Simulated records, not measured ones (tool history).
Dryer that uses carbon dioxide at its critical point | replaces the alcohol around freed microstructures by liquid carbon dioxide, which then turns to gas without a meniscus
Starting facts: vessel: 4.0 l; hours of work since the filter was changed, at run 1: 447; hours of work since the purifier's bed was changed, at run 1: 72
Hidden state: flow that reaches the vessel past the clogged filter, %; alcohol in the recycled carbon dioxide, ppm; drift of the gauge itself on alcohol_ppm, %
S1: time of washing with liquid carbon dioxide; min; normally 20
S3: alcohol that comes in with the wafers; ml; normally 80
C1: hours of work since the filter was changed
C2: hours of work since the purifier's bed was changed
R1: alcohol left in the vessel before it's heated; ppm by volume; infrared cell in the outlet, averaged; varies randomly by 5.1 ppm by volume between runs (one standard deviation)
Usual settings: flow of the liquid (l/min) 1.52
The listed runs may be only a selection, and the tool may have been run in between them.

run 1 hour=0 | S1=20 flow_of_the_liquid_(l/min)=1.52 S3=80 | C1=447 C2=72 | R1=145
run 2 hour=11 | S1=20 flow_of_the_liquid_(l/min)=1.52 S3=80 | C1=453 C2=78 | R1=136
run 3 hour=19.2 | S1=20 flow_of_the_liquid_(l/min)=1.16 S3=80 | C1=457 C2=82 | R1=436
run 4 hour=28.1 | S1=20 flow_of_the_liquid_(l/min)=1.16 S3=80 | C1=462 C2=87 | R1=431
run 5 hour=34.9 | S1=20 flow_of_the_liquid_(l/min)=1.16 S3=80 | C1=465 C2=91 | R1=423
run 6 hour=42.4 | S1=20 flow_of_the_liquid_(l/min)=1.52 S3=45 | C1=469 C2=95 | R1=80
run 7 hour=53.8 | S1=20 flow_of_the_liquid_(l/min)=1.52 S3=45 | C1=475 C2=101 | R1=78
run 8 hour=63.8 | S1=20 flow_of_the_liquid_(l/min)=1.52 S3=45 | C1=480 C2=106 | R1=91
run 9 hour=72.1 | S1=20 flow_of_the_liquid_(l/min)=1.52 S3=45 | C1=485 C2=110 | R1=84
run 10 hour=82 | S1=20 flow_of_the_liquid_(l/min)=1.52 S3=45 | C1=490 C2=115 | R1=87
run 11 hour=92.5 | S1=20 flow_of_the_liquid_(l/min)=1.31 S3=45 | C1=496 C2=121 | R1=163
run 12 hour=98 | S1=20 flow_of_the_liquid_(l/min)=1.31 S3=45 | C1=499 C2=124 | R1=167
run 13 hour=103.9 | S1=20 flow_of_the_liquid_(l/min)=1.31 S3=69 | C1=502 C2=127 | R1=257
run 14 hour=114.9 | S1=20 flow_of_the_liquid_(l/min)=1.31 S3=69 | C1=507 C2=133 | R1=249
run 15 hour=124.2 | S1=20 flow_of_the_liquid_(l/min)=1.31 S3=69 | C1=512 C2=138 | R1=251
run 16 hour=134.9 | S1=20 flow_of_the_liquid_(l/min)=1.52 S3=24 | C1=518 C2=143 | R1=47
run 17 hour=140.6 | S1=20 flow_of_the_liquid_(l/min)=1.52 S3=87 | C1=521 C2=146 | R1=178
run 18 hour=146 | S1=20 flow_of_the_liquid_(l/min)=1.52 S3=87 | C1=524 C2=149 | R1=170
run 19 hour=152.4 | S1=20 flow_of_the_liquid_(l/min)=1.39 S3=102 | C1=527 C2=153 | R1=281
run 20 hour=162.4 | S1=16 flow_of_the_liquid_(l/min)=2.08 S3=45 | C1=533 C2=158 | R1=69
run 21 hour=172.7 | S1=16 flow_of_the_liquid_(l/min)=2.08 S3=45 | C1=538 C2=163 | R1=68
run 22 hour=180.7 | S1=20 flow_of_the_liquid_(l/min)=1.45 S3=80 | C1=542 C2=168 | R1=204
run 23 hour=190.5 | S1=31 flow_of_the_liquid_(l/min)=2.2 S3=80 | C1=547 C2=173 | R1=15
run 24 hour=198.2 | S1=15 flow_of_the_liquid_(l/min)=2.2 S3=29 | C1=551 C2=177 | R1=51
-- hour=200.2 inlet filter changed
run 25 hour=205.2 | S1=15 flow_of_the_liquid_(l/min)=2.2 S3=29 | C1=3 C2=180 | R1=19
run 26 hour=211.7 | S1=24 flow_of_the_liquid_(l/min)=1.2 S3=29 | C1=6 C2=184 | R1=45
run 27 hour=217.6 | S1=24 flow_of_the_liquid_(l/min)=1.2 S3=29 | C1=9 C2=187 | R1=38
run 28 hour=227.7 | S1=24 flow_of_the_liquid_(l/min)=1.2 S3=29 | C1=15 C2=192 | R1=39
run 29 hour=232.5 | S1=26 flow_of_the_liquid_(l/min)=0.95 S3=29 | C1=17 C2=194 | R1=81

Expected results for the next run?
run 30 hour=238.4 | S1=20 flow_of_the_liquid_(l/min)=1.52 S3=21 | C1=20 C2=198 | R1=?

R1: 28 ppm by volume
With no hidden state in the tool, this same run would have given R1 20 ppm by volume.
